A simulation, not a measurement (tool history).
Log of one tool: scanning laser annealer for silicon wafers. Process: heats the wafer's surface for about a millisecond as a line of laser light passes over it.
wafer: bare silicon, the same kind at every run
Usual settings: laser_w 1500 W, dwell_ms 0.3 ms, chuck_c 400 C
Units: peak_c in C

run    hour  laser_w  dwell_ms  chuck_c  peak_c
  1       0     1500       0.3      400    1204
  2    50.9     1500       0.3      400    1207
  3    77.8     1500       0.3      400    1208
  4   105.6     1500       0.3      400    1207
  5   150.7     1500       0.3      400    1203
  6   195.2     1500       0.3      400    1208
  7   221.6     1500       0.3      400    1205
  8   257.6     1500       0.3      400    1207
  9     311     1500       0.3      400    1201
 10   343.5     1500       0.3      400    1205
      349.1  -- window over the wafer cleaned
 11   406.6     1500     0.247      400    1125
 12   444.5     1500       0.3      400    1206
 13   484.8     1500       0.3      400    1212
 14   536.9     1500       0.3      400    1204
 15   568.7     1500      0.26      400    1144
 16   631.6     1500     0.279      400    1176
 17   662.8     1321       0.3      400    1085
 18   688.9     1321       0.3      400    1086
 19   731.2     1321     0.285      400    1069
      766.7  -- optics aligned, line set to its width
 20     790     1500      0.37      400    1311
 21   825.3     1500      0.37      400    1304
 22   855.1     1500     0.303      398    1210
 23   916.7     1500     0.303      433    1245
 24   976.9     1599       0.3      411    1287
 25  1037.4     1599       0.3      411    1284
 26  1096.2     1631       0.3      411    1304
 27  1147.3     1535     0.219      435    1134
 28  1206.6     1584     0.219      375    1100
 29  1236.9     1500       0.3      365    1174
 30  1269.5     1500       0.3      365    1171
     1279.7  -- window over the wafer cleaned
 31  1306.8     1500       0.3      365    1171
 32  1348.6     1345       0.3      400    1104
 33  1402.8     1491      0.34      432    1293
 34    1438     1425      0.21      366     990
 35  1468.4     1425      0.21      366     986
 36  1511.4     1328      0.33      400    1128
 37  1537.2     1500     0.296      367    1167
 38    1577     1349     0.232      400    1013
 39  1615.4     1349     0.232      400    1014
 40  1644.4     1623       0.3      403    1297
 41  1674.9     1568     0.359      423    1364
 42  1704.1     1518      0.36      423    1330

Forecast each of these 3 alternatives for the next run:
  A  1733.3     1474     0.225      366       ?
  B  1733.3     1500     0.341      385       ?
  C  1733.3     1447     0.356      398       ?

run  peak_c
  A    1042
  B    1249
  C    1246
Without the tool's hidden state the same runs would have given:
run  peak_c
  A    1042
  B    1250
  C    1246
